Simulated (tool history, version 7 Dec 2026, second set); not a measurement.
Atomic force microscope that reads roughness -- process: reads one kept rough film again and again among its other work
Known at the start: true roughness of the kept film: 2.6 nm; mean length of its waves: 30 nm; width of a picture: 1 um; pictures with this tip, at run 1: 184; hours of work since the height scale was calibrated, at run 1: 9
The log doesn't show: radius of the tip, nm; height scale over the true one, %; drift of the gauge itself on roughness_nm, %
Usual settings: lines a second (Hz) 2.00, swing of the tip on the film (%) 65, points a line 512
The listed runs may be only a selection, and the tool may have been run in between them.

run,hour,lines a second (Hz),swing of the tip on the film (%),points a line,pictures with this tip,hours of work since the height scale was calibrated,roughness of the kept film (nm (root mean square))
1,0.0,2.00,65,512,184,9,2.022
2,16.3,2.00,65,512,197,17,1.987
3,35.9,2.00,65,512,212,27,1.994
4,46.6,2.00,65,704,221,32,1.970
5,69.0,2.00,65,704,239,44,1.951
6,90.1,2.00,65,704,255,54,1.925
7,101.5,2.00,65,512,265,60,1.904
8,116.7,2.00,65,512,277,68,1.901
9,139.0,2.00,59,912,294,79,1.917
# hour 147.0: new tip fitted
10,150.4,2.16,57,745,3,85,2.317
11,164.7,2.00,65,615,14,92,2.262
12,174.7,1.54,90,615,22,97,2.109
13,185.4,1.54,77,827,31,103,2.225

How the hidden state differs across the entries between the runs, from the last listed run before each to the first after it:
Logged between run 9 and run 10: new tip fitted (hour 147.0)
  radius of the tip, nm: 28.3 -> 7.5
  measured minus no-state result, roughness of the kept film (nm (root mean square)): -0.432 -> -0.013

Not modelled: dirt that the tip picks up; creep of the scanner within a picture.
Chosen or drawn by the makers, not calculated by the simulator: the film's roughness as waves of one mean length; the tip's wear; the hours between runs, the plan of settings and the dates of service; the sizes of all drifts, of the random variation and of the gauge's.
